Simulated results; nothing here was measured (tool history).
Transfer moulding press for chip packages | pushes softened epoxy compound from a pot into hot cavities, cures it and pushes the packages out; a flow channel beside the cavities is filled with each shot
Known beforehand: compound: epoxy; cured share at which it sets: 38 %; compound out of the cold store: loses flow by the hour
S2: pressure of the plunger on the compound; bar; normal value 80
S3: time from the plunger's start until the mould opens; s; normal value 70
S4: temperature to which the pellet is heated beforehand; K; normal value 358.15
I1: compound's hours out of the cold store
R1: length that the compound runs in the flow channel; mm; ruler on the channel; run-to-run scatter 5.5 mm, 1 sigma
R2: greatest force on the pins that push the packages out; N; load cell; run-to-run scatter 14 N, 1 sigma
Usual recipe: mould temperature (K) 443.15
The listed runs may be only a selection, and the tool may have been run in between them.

Run 1, day 0: usual settings; I1 20. Result: R1 608 mm, R2 713 N.
At day 0.421: cavities cleaned with cleaning compound and waxed.
Run 2, day 0.771: usual settings; I1 13.1. Result: R1 632 mm, R2 730 N.
Run 3, day 1.504: usual settings; I1 11.8. Result: R1 626 mm, R2 771 N.
Run 4, day 2.008: usual settings; I1 21. Result: R1 610 mm, R2 712 N.
At day 2.162: cavities cleaned with cleaning compound and waxed.
Run 5, day 2.517: usual settings; I1 22.1. Result: R1 599 mm, R2 717 N.
Run 6, day 3.217: usual settings but S2 96 bar; I1 26.7. Result: R1 649 mm, R2 717 N.
Run 7, day 3.771: usual settings but S2 96 bar; I1 9. Result: R1 698 mm, R2 726 N.
At day 3.933: cavities cleaned with cleaning compound and waxed.
Run 8, day 4.5: usual settings but S2 96 bar; I1 47.8. Result: R1 598 mm, R2 646 N.
Run 9, day 5.233: usual settings but S3 103 s; I1 20.9. Result: R1 599 mm, R2 428 N.
At day 5.692: cavities cleaned with cleaning compound and waxed.
Run 10, day 6.167: usual settings but S3 103 s; I1 39.3. Result: R1 556 mm, R2 421 N.
Run 11, day 6.717: usual settings but S3 103 s; I1 31.1. Result: R1 579 mm, R2 436 N.
At day 7.433: cavities cleaned with cleaning compound and waxed.
Run 12, day 7.433: usual settings but S2 78.5 bar; I1 40.7. Result: R1 545 mm, R2 656 N.
Run 13, day 7.812: usual settings but mould temperature (K) 449.15, S2 78.5 bar; I1 40.4. Result: R1 539 mm, R2 484 N.
Run 14, day 8.417: usual settings but mould temperature (K) 449.15, S2 78.5 bar; I1 12.7. Result: R1 599 mm, R2 498 N.
Run 15, day 9.083: usual settings but mould temperature (K) 449.15, S2 78.5 bar; I1 24.7. Result: R1 583 mm, R2 497 N.
At day 9.229: cavities cleaned with cleaning compound and waxed.
At day 9.788: plunger's sealing rings changed.
Run 16, day 10.067: usual settings but mould temperature (K) 436.15, S2 98.8 bar; I1 44. Result: R1 639 mm, R2 1110 N.
Run 17, day 10.725: usual settings but mould temperature (K) 436.15, S2 98.8 bar; I1 33.6. Result: R1 660 mm, R2 1137 N.
At day 11.096: cavities cleaned with cleaning compound and waxed.
Run 18, day 11.179: usual settings but mould temperature (K) 436.15, S2 98.8 bar; I1 27.9. Result: R1 671 mm, R2 1152 N.
Run 19, day 12.058: usual settings but mould temperature (K) 436.15, S2 98.8 bar; I1 36. Result: R1 645 mm, R2 1095 N.
At day 12.862: cavities cleaned with cleaning compound and waxed.
Run 20, day 12.862: usual settings but mould temperature (K) 442.15, S2 83.2 bar; I1 24.8. Result: R1 613 mm, R2 729 N.
Run 21, day 13.546: usual settings but mould temperature (K) 442.15, S2 83.2 bar; I1 38.8. Result: R1 571 mm, R2 722 N.
Run 22, day 14.392: usual settings but mould temperature (K) 442.15, S2 83.2 bar; I1 9. Result: R1 655 mm, R2 816 N.
At day 14.671: cavities cleaned with cleaning compound and waxed.
Run 23, day 14.9: usual settings but mould temperature (K) 442.15, S2 83.2 bar; I1 26.5. Result: R1 615 mm, R2 747 N.
Run 24, day 15.746: usual settings but S4 360.15 K; I1 11. Result: R1 630 mm, R2 691 N.
At day 16.442: cavities cleaned with cleaning compound and waxed.
Run 25, day 16.442: usual settings but S4 360.15 K; I1 26.9. Result: R1 596 mm, R2 667 N.
Run 26, day 17.15: usual settings but mould temperature (K) 445.15, S3 86 s, S4 364.15 K; I1 30.1. Result: R1 584 mm, R2 437 N.

Expected results for the next run?
Run 27, day 18.017: usual settings but mould temperature (K) 437.15, S2 68.8 bar, S3 83 s, S4 365.15 K; I1 29.6. Result: R1 ?, R2 ?.

{"run 27": {"R1": 560, "R2": 732}}
If the tool had no hidden condition, the same run with the same run-to-run variation would have returned R1 561 mm, R2 726 N.
